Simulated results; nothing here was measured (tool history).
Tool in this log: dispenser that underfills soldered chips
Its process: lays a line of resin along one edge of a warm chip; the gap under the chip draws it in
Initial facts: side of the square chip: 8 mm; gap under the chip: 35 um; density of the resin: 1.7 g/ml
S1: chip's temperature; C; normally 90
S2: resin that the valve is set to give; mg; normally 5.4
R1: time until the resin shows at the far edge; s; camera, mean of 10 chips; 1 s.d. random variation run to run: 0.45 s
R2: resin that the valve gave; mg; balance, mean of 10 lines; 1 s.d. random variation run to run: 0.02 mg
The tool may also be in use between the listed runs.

| run | hour | S1 | S2 | R1 | R2 |
|---|---|---|---|---|---|
| 1 | 0 | 90 | 5.4 | 42.4 | 5.38 |
|  | 0.6 | new syringe of resin |
| 2 | 4.1 | 90 | 5.4 | 36.4 | 5.36 |
| 3 | 6.9 | 90 | 5.4 | 39.9 | 5.39 |
|  | 8.6 | new syringe of resin |
| 4 | 12 | 90 | 5.4 | 36.7 | 5.34 |
| 5 | 15.5 | 90 | 5.4 | 41.2 | 5.29 |
|  | 16.6 | new syringe of resin |
| 6 | 18.1 | 90 | 5.4 | 34.5 | 5.33 |
| 7 | 20.9 | 90 | 5.4 | 37.2 | 5.35 |
|  | 24.7 | new syringe of resin |
| 8 | 24.9 | 90 | 4.78 | 34.9 | 4.71 |
| 9 | 30.2 | 90 | 5.4 | 39 | 5.3 |
|  | 32.8 | new syringe of resin |
| 10 | 34.6 | 96 | 5.4 | 27.6 | 5.3 |
| 11 | 37.1 | 96 | 5.4 | 30.5 | 5.33 |
|  | 41 | new syringe of resin |
| 12 | 42 | 94 | 5.4 | 29.1 | 5.33 |
| 13 | 45 | 94 | 5.4 | 32.3 | 5.29 |
|  | 49.1 | new syringe of resin |
| 14 | 49.7 | 94 | 5.4 | 29 | 5.32 |
| 15 | 53.2 | 94 | 5.4 | 32.1 | 5.27 |
|  | 57.2 | new syringe of resin |
| 16 | 58.3 | 94 | 5.4 | 27.7 | 5.31 |
| 17 | 62.7 | 94 | 5.4 | 32.7 | 5.29 |
|  | 65.3 | new syringe of resin |
| 18 | 68.2 | 94 | 5.4 | 29.6 | 5.28 |

Forecast run 19:
| 19 | 71 | 103 | 5.4 | ? | ? |

{"run 19": {"R1": 23.4, "R2": 5.26}}
On a tool with no hidden condition, and with the same random variation, this run would have come out at R1 20.7 s, R2 5.39 mg.
